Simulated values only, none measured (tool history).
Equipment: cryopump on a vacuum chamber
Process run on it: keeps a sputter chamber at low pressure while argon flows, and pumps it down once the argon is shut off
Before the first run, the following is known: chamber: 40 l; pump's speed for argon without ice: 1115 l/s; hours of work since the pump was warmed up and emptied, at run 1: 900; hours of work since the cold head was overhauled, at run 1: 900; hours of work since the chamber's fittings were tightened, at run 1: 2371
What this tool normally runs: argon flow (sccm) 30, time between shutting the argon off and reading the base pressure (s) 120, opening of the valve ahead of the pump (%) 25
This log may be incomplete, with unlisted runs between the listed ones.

run	hour	argon flow (sccm)	time between shutting the argon off and reading the base pressure (s)	opening of the valve ahead of the pump (%)	hours of work since the pump was warmed up and emptied	hours of work since the cold head was overhauled	hours of work since the chamber's fittings were tightened	pressure while argon flows (Pa)	pressure after the wait (uPa)
1	0.0	30	120	25	900	900	2371	0.1955	4.64
2	46.8	30	120	25	922	922	2393	0.1956	4.82
# hour 72.4: pump warmed up, emptied and cooled again
3	127.4	30	41	25	26	957	2429	0.1824	5.74
# hour 186.4: leaking fittings of the chamber tightened, without venting
4	187.6	30	28	25	53	985	1	0.1827	4.08
5	239.7	30	28	25	78	1009	25	0.1832	4.13
6	314.6	30	46	25	113	1044	60	0.1819	2.62
7	386.7	30	46	25	147	1078	94	0.1849	2.66
8	448.0	25	120	25	175	1107	123	0.1545	1.33
9	519.4	25	120	25	209	1140	156	0.1529	1.43
10	587.5	30	120	20	241	1172	188	0.2307	1.45
11	644.0	30	120	20	268	1199	215	0.2303	1.48
12	706.7	30	120	20	297	1228	244	0.2319	1.49
13	756.1	30	120	20	320	1252	268	0.2307	1.56
14	823.1	30	120	20	352	1283	299	0.2331	1.57
15	865.2	30	120	20	371	1303	319	0.2358	1.65
16	939.3	30	120	20	406	1338	354	0.2318	1.66
17	1004.3	30	120	20	437	1368	384	0.2318	1.78
18	1061.9	13	104	20	464	1395	411	0.1013	1.87

Predict the results of run 19:
19	1106.9	36	223	55	485	1416	432	?	?

pressure while argon flows (Pa): 0.1068
pressure after the wait (uPa): 1.39
Without the tool's hidden state the same run would have given pressure while argon flows (Pa) 0.0990, pressure after the wait (uPa) 0.73.
